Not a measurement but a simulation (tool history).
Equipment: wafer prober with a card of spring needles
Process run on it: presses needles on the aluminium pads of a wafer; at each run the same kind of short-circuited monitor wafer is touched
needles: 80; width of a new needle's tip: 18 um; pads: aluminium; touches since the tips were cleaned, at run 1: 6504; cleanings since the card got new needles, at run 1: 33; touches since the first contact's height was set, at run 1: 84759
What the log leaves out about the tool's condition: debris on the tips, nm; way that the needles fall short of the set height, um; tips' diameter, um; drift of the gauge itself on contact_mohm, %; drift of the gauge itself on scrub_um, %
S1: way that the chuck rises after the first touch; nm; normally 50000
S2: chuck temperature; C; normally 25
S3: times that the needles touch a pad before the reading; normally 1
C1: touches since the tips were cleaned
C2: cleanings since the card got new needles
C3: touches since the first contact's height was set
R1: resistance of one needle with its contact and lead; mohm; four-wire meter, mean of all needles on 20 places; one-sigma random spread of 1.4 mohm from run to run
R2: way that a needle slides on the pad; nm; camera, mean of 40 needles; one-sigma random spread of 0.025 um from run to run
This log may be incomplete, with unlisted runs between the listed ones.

run	hour	S1	S2	S3	C1	C2	C3	R1	R2
1	0	50000	25	1	6504	33	84759	565	10270
# hour 4.8: tips cleaned on abrasive film
2	9	50000	25	1	1445	34	87798	350	10260
3	24.8	50000	25	1	6809	34	93162	564	10250
# hour 26.8: tips cleaned on abrasive film
4	33.4	50000	25	1	2236	35	96043	451	10220
# hour 49.9: tips cleaned on abrasive film
5	52.1	50000	25	1	723	36	102359	271	10190
6	70.9	35000	25	1	7113	36	108749	1021	7080
# hour 72.3: tips cleaned on abrasive film
7	87.9	66000	25	1	5289	37	114507	374	13560
# hour 94.9: tips cleaned on abrasive film
8	97.3	66000	25	1	828	38	117676	224	13470
9	116.1	66000	25	1	7225	38	124073	390	13510
# hour 118.1: tips cleaned on abrasive film
10	129.5	50000	25	1	3869	39	128581	524	10170
# hour 140.9: tips cleaned on abrasive film
11	147.6	50000	25	1	2266	40	134707	441	10160
# hour 163.3: tips cleaned on abrasive film
12	168	50000	25	1	1607	41	141614	388	10100
13	180.2	59000	25	1	5740	41	145747	448	12010
# hour 185.8: tips cleaned on abrasive film
14	198.4	59000	25	1	4265	42	151901	423	11940
# hour 209: tips cleaned on abrasive film
15	210	50000	25	1	339	43	155824	245	10070
16	229.3	50000	25	1	6904	43	162389	589	10110
# hour 231.3: tips cleaned on abrasive film
17	240.3	50000	25	1	3077	44	166104	495	10000
18	253.1	47000	25	1	7401	44	170428	672	9400
# hour 254.9: tips cleaned on abrasive film
19	268.7	34000	29	2	4713	45	175719	710	6660
# hour 277.6: tips cleaned on abrasive film
20	279.6	34000	29	2	668	46	179379	364	6650
21	297.9	30000	78	1	6908	46	185619	1379	5780
# hour 299.8: tips cleaned on abrasive film
22	315.9	37000	30	1	5461	47	191680	968	7270
# hour 317.4: height of the first contact set anew
# hour 322.3: tips cleaned on abrasive film
23	335.5	49000	63	2	4479	48	6121	376	10210
# hour 344.6: tips cleaned on abrasive film
24	352.9	49000	63	2	2822	49	12029	336	10220
25	364.5	64000	46	3	6744	49	15951	230	13340
# hour 367.5: tips cleaned on abrasive film
26	378.9	64000	46	3	3883	50	20833	213	13320
# hour 390.5: tips cleaned on abrasive film
27	397.4	64000	46	3	2349	51	27062	198	13320
# hour 412.7: tips cleaned on abrasive film
28	417.2	35000	118	2	1509	52	33763	406	7190
# hour 435.5: tips cleaned on abrasive film
29	437.8	35000	118	2	809	53	40755	354	7190
30	452.6	48000	67	2	5831	53	45777	414	9900
# hour 458.4: tips cleaned on abrasive film
31	470.9	50000	34	2	4254	54	51956	376	10330
# hour 481.9: tips cleaned on abrasive film
32	485.8	50000	34	2	1333	55	56998	279	10280
33	500.2	50000	34	2	6215	55	61880	400	10250

Each row is a separate what-if for the run after 33, all from the same tool condition, not one after another. Results?
# hour 504.8: tips cleaned on abrasive film
A	512.3	33000	52	1	2569	56	65974	?	?
# hour 504.8: tips cleaned on abrasive film
B	512.3	50000	36	2	2569	56	65974	?	?
# hour 504.8: tips cleaned on abrasive film
C	512.3	67000	49	2	2569	56	65974	?	?
# hour 504.8: tips cleaned on abrasive film
D	512.3	50000	49	2	2569	56	65974	?	?

run	R1	R2
A	878	6730
B	330	10240
C	242	13840
D	333	10240
With no hidden state in the tool, these same runs would have given:
run	R1	R2
A	147	6940
B	131	10450
C	129	14050
D	135	10450

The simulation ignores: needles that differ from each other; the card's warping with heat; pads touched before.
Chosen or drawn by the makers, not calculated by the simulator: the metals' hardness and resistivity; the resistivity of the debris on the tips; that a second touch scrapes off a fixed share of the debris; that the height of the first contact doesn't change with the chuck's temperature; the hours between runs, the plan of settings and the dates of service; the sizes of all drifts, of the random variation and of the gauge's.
